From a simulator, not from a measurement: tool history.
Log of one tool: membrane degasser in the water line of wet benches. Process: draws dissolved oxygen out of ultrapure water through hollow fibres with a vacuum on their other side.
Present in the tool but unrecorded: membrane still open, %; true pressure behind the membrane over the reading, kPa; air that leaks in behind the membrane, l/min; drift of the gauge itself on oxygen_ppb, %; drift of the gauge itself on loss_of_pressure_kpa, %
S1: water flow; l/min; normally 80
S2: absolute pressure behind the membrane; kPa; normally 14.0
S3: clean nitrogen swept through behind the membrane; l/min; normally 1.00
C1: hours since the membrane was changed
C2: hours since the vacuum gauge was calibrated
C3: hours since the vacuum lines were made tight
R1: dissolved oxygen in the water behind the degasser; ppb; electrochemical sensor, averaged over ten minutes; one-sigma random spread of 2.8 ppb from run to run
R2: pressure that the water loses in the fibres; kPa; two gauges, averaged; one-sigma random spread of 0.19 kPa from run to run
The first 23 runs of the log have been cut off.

run    hour   S1    S2    S3    C1    C2    C3      R1     R2
 24  3327.4  111  18.2  1.65  4286  3221  2399  1633.8  57.08
 25  3484.5  111  18.2  1.65  4443  3378  2556  1635.3  57.45
 26  3604.4  111  18.2  1.65  4563  3498  2676  1635.0  56.67
 27  3721.3  111  18.2  1.65  4680  3615  2793  1632.0  57.20
 28  3814.7   80  12.3  1.50  4773  3708  2886   894.6  40.99
 29  4024.2   80  12.3  1.20  4983  3918  3096  1032.4  41.45
 30  4168.0   80  12.3  1.20  5126  4062  3239  1032.0  41.06
 31  4366.8   80  29.1  0.46  5325  4260  3438  3822.0  41.43

Alternative continuations, all from the tool just after run 31; predict every row:
  A  4452.5  48  13.9  1.00  5411  4346  3524   ?   ?
  B  4452.5  56  20.9  0.46  5411  4346  3524   ?   ?
  C  4452.5  73  30.5  0.96  5411  4346  3524   ?   ?

run      R1     R2
  A   916.8  24.76
  B  2479.2  28.93
  C  2680.4  37.66
With the hidden condition removed and each run's random variation left untouched, the same runs would have given:
run      R1     R2
  A   916.5  24.74
  B  2478.9  28.92
  C  2680.1  37.64
